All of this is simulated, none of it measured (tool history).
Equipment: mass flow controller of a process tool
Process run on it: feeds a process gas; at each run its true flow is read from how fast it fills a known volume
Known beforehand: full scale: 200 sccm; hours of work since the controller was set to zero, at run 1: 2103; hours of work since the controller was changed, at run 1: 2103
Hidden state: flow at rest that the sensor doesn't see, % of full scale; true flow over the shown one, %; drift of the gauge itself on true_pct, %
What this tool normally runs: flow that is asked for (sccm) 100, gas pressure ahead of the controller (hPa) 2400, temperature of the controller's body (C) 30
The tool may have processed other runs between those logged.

run    hour  flow that is asked for (sccm)  gas pressure ahead of the controller (hPa)  temperature of the controller's body (C)  hours of work since the controller was set to zero  hours of work since the controller was changed  true flow (%)
  1       0                            100                                        2400                                        30                                                2103                                            2103          98.91
  2    82.9                            100                                        2400                                        30                                                2162                                            2162          98.81
  3     128                            100                                        2400                                        30                                                2194                                            2194          98.72
  4   206.6                            100                                        2400                                        30                                                2250                                            2250          98.76
  5   264.6                             39                                        2400                                        30                                                2291                                            2291          97.22
  6   343.4                             39                                        2400                                        30                                                2347                                            2347          97.31
  7   401.3                             39                                        2400                                        30                                                2388                                            2388           97.2
  8   443.4                             39                                        2400                                        30                                                2418                                            2418           97.3
  9   486.9                            100                                        2400                                        30                                                2449                                            2449          98.76
 10     553                             58                                        2400                                        30                                                2496                                            2496             98
 11   613.5                            100                                        2400                                        30                                                2539                                            2539          98.63
 12     662                            100                                        2400                                        29                                                2573                                            2573          98.57
 13   750.2                            100                                        2400                                        29                                                2636                                            2636          98.53
 14     812                            100                                        2400                                        29                                                2680                                            2680           98.5
      817.6  -- controller's zero set anew
 15   887.2                            100                                        2400                                        29                                                  49                                            2733          98.12
 16   948.9                             28                                        1470                                        25                                                  93                                            2776           94.3
 17  1033.7                             28                                        1470                                        25                                                 153                                            2837          94.19
 18  1091.2                             35                                        2130                                        22                                                 194                                            2877          94.84
 19  1184.9                            191                                        2400                                        34                                                 261                                            2944          99.42
 20  1270.7                             37                                        2740                                        34                                                 321                                            3005          95.78
     1305.1  -- controller's zero set anew, once more
 21  1309.9                            100                                        1440                                        20                                                   3                                            3032          98.58
 22  1357.5                            100                                        1440                                        20                                                  37                                            3066          98.55
 23    1417                            100                                        1440                                        20                                                  79                                            3108          98.47
 24  1497.7                            100                                        1440                                        20                                                 137                                            3165          98.47
 25  1550.7                             56                                        2700                                        30                                                 174                                            3203          98.89
 26  1626.3                             24                                        1950                                        35                                                 228                                            3257          98.81
 27  1694.8                             24                                        1950                                        35                                                 276                                            3305          98.64
 28  1733.6                             24                                        1950                                        35                                                 304                                            3333          98.73

Below are 3 alternative next runs, each starting from the tool's condition after run 28. Predict each:
  A  1810.5                            100                                        2150                                        30                                                 359                                            3387              ?
  B  1810.5                             22                                        2670                                        33                                                 359                                            3387              ?
  C  1810.5                             24                                        2560                                        35                                                 359                                            3387              ?

run  true flow (%)
  A          99.17
  B           98.2
  C          98.54
What these runs would have given with no unlogged condition in the tool:
run  true flow (%)
  A         100.08
  B         100.06
  C          100.3
